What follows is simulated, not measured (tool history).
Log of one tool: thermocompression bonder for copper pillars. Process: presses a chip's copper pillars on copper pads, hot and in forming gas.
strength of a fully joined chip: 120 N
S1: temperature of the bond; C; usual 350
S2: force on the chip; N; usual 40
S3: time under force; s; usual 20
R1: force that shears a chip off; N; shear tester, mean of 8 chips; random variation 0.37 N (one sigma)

run 1 hour=0.0 | S1=350 S2=40 S3=20 | R1=70.3
run 2 hour=89.2 | S1=350 S2=40 S3=33 | R1=80.6
-- hour=95.7 forming gas filter changed
run 3 hour=135.9 | S1=350 S2=40 S3=33 | R1=80.3
run 4 hour=206.4 | S1=350 S2=40 S3=33 | R1=80.7
run 5 hour=292.8 | S1=350 S2=37 S3=33 | R1=75.2
run 6 hour=355.4 | S1=350 S2=37 S3=33 | R1=75.6
run 7 hour=401.3 | S1=350 S2=37 S3=33 | R1=75.3
-- hour=458.1 forming gas filter changed
run 8 hour=480.9 | S1=320 S2=40 S3=20 | R1=51.7
run 9 hour=547.2 | S1=343 S2=28 S3=14 | R1=40.0
run 10 hour=625.8 | S1=332 S2=54 S3=21 | R1=75.9

Forecast run 11:
run 11 hour=696.9 | S1=380 S2=52 S3=20 | R1=?

{"run 11": {"R1": 99.5}}
Without the tool's hidden state the same run would have given R1 101.4 N.

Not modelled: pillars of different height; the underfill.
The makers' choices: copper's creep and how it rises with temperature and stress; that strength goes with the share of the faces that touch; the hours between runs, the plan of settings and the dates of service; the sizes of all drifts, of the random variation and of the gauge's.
